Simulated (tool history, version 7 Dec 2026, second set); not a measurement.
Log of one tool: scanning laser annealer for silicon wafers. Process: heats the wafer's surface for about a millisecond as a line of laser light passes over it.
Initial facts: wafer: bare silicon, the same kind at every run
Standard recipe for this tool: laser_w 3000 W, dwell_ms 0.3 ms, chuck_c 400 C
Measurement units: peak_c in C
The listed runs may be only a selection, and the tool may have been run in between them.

{"run": 1, "hour": 0.0, "laser_w": 3000, "dwell_ms": 0.3, "chuck_c": 400, "peak_c": 1127}
{"run": 2, "hour": 37.3, "laser_w": 3000, "dwell_ms": 0.3, "chuck_c": 400, "peak_c": 1130}
{"hour": 45.6, "done": "optics aligned, line set to its width"}
{"run": 3, "hour": 80.9, "laser_w": 3000, "dwell_ms": 0.286, "chuck_c": 400, "peak_c": 1114}
{"run": 4, "hour": 113.1, "laser_w": 2944, "dwell_ms": 0.3, "chuck_c": 400, "peak_c": 1116}
{"run": 5, "hour": 129.2, "laser_w": 2968, "dwell_ms": 0.3, "chuck_c": 400, "peak_c": 1123}
{"run": 6, "hour": 155.5, "laser_w": 2968, "dwell_ms": 0.3, "chuck_c": 400, "peak_c": 1121}
{"run": 7, "hour": 181.6, "laser_w": 3000, "dwell_ms": 0.28, "chuck_c": 400, "peak_c": 1108}
{"run": 8, "hour": 211.8, "laser_w": 3098, "dwell_ms": 0.3, "chuck_c": 400, "peak_c": 1156}
{"run": 9, "hour": 241.2, "laser_w": 3000, "dwell_ms": 0.3, "chuck_c": 400, "peak_c": 1131}
{"run": 10, "hour": 262.4, "laser_w": 2697, "dwell_ms": 0.3, "chuck_c": 400, "peak_c": 1052}
{"run": 11, "hour": 287.5, "laser_w": 3218, "dwell_ms": 0.3, "chuck_c": 400, "peak_c": 1184}
{"run": 12, "hour": 312.4, "laser_w": 3218, "dwell_ms": 0.3, "chuck_c": 400, "peak_c": 1183}
{"run": 13, "hour": 344.8, "laser_w": 3000, "dwell_ms": 0.3, "chuck_c": 400, "peak_c": 1127}
{"run": 14, "hour": 378.8, "laser_w": 3000, "dwell_ms": 0.3, "chuck_c": 400, "peak_c": 1127}
{"run": 15, "hour": 401.6, "laser_w": 3034, "dwell_ms": 0.264, "chuck_c": 415, "peak_c": 1104}
{"run": 16, "hour": 424.3, "laser_w": 3149, "dwell_ms": 0.257, "chuck_c": 374, "peak_c": 1086}
{"run": 17, "hour": 442.5, "laser_w": 2889, "dwell_ms": 0.226, "chuck_c": 374, "peak_c": 981}
{"run": 18, "hour": 462.5, "laser_w": 2883, "dwell_ms": 0.226, "chuck_c": 374, "peak_c": 979}
{"run": 19, "hour": 491.9, "laser_w": 2883, "dwell_ms": 0.226, "chuck_c": 374, "peak_c": 981}
{"run": 20, "hour": 509.0, "laser_w": 3144, "dwell_ms": 0.282, "chuck_c": 390, "peak_c": 1128}
{"hour": 526.8, "done": "window over the wafer cleaned"}
{"run": 21, "hour": 548.0, "laser_w": 2595, "dwell_ms": 0.227, "chuck_c": 383, "peak_c": 950}
{"run": 22, "hour": 576.1, "laser_w": 2595, "dwell_ms": 0.227, "chuck_c": 364, "peak_c": 930}
{"run": 23, "hour": 593.8, "laser_w": 2696, "dwell_ms": 0.227, "chuck_c": 364, "peak_c": 952}
{"run": 24, "hour": 628.2, "laser_w": 2876, "dwell_ms": 0.227, "chuck_c": 402, "peak_c": 1032}
{"run": 25, "hour": 649.6, "laser_w": 3268, "dwell_ms": 0.314, "chuck_c": 393, "peak_c": 1238}
{"run": 26, "hour": 689.5, "laser_w": 3000, "dwell_ms": 0.254, "chuck_c": 400, "peak_c": 1088}

Below are 3 alternative next runs, each starting from the tool's condition after run 26. Predict each:
{"run": "A", "hour": 727.9, "laser_w": 3000, "dwell_ms": 0.355, "chuck_c": 400, "peak_c": "?"}
{"run": "B", "hour": 727.9, "laser_w": 3223, "dwell_ms": 0.294, "chuck_c": 406, "peak_c": "?"}
{"run": "C", "hour": 727.9, "laser_w": 2826, "dwell_ms": 0.342, "chuck_c": 432, "peak_c": "?"}

run=A peak_c=1215
run=B peak_c=1206
run=C peak_c=1183
Take away the tool's hidden state, keep each run's random variation, and the runs would have read:
run=A peak_c=1226
run=B peak_c=1217
run=C peak_c=1193
